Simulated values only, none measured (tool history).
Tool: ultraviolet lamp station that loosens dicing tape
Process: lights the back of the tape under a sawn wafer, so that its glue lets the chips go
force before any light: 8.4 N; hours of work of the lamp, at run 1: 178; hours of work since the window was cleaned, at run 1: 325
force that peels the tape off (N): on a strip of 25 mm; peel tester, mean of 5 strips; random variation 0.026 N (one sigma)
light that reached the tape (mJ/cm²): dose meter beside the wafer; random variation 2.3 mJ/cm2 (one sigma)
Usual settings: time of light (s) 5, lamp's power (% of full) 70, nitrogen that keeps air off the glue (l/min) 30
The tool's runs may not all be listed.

run,hour,time of light (s),lamp's power (% of full),nitrogen that keeps air off the glue (l/min),hours of work of the lamp,hours of work since the window was cleaned,force that peels the tape off (N),light that reached the tape (mJ/cm²)
1,0,5,70,30,178,325,1.588,203
2,14.1,5,70,30,184,331,1.689,204
3,29.3,5,70,30,190,338,1.701,202
4,54.3,5,70,30,201,348,1.74,200
5,79.3,5,70,30,212,359,1.655,200
6,99.6,5,80,30,220,368,1.4,222
7,118.6,5,80,30,229,376,1.408,224
8,146.5,5,80,30,241,388,1.439,216
9,178.3,5,70,20,254,402,2.151,190
10,206.7,5,70,20,266,414,2.179,190
11,234.1,3,70,30,278,426,3.302,112
12,262.8,9,70,30,291,438,0.71,328
13,279.8,5,70,30,298,445,1.89,183
14,309.6,5,70,30,311,458,1.998,181
15,332.2,5,70,30,321,468,1.974,175
16,348.2,5,70,30,327,475,1.968,180
17,375.8,5,70,37,339,487,1.778,177
# hour 385.2: window cleaned of glue's vapour
18,398,5,70,37,349,5,1.749,182
19,428.1,5,70,30,362,18,1.935,181
20,451.6,5,70,30,372,29,1.921,177
21,469.1,5,70,30,379,36,1.98,176
22,486,5,70,30,387,43,2.04,177
23,508.4,3,70,33,396,53,3.397,107
24,533.7,3,65,15,407,64,4.73,96
25,560.4,3,61,10,419,75,5.12,89
26,587.7,5,70,19,430,87,2.612,163
27,604.6,5,80,11,438,94,2.926,192
28,633.5,3,99,27,450,107,2.778,138
29,652.3,3,99,27,458,115,2.881,138
30,682.9,3,99,22,471,128,3.149,134
31,696.2,3,99,22,477,134,3.192,135
32,724.8,7,67,31,489,146,1.505,210
33,747.4,7,78,36,499,156,1.098,239
34,763,7,81,32,506,163,1.116,254
35,792.1,2,80,12,518,175,5.54,69
36,806.5,2,80,12,525,181,5.551,70
37,830.4,2,80,12,535,192,5.646,71
38,848,4,70,30,542,199,3.151,119
39,879.5,4,70,30,556,213,3.252,118
40,898.8,6,74,59,564,221,1.326,182
41,927.3,6,74,59,576,233,1.369,177
42,944.3,6,74,59,584,241,1.384,174
43,957.5,6,74,10,590,246,3.297,175

Forecast each of these 5 alternatives for the next run:
A,975.8,8,74,10,597,254,?,?
B,975.8,3,74,14,597,254,?,?
C,975.8,4,81,45,597,254,?,?
D,975.8,6,83,11,597,254,?,?
E,975.8,3,75,10,597,254,?,?

run,force that peels the tape off (N),light that reached the tape (mJ/cm²)
A,2.397,233
B,4.959,91
C,2.538,125
D,2.949,197
E,5.134,84
Without the tool's hidden state the same runs would have given:
run,force that peels the tape off (N),light that reached the tape (mJ/cm²)
A,1.075,401
B,3.392,154
C,1.145,216
D,1.427,337
E,3.663,148
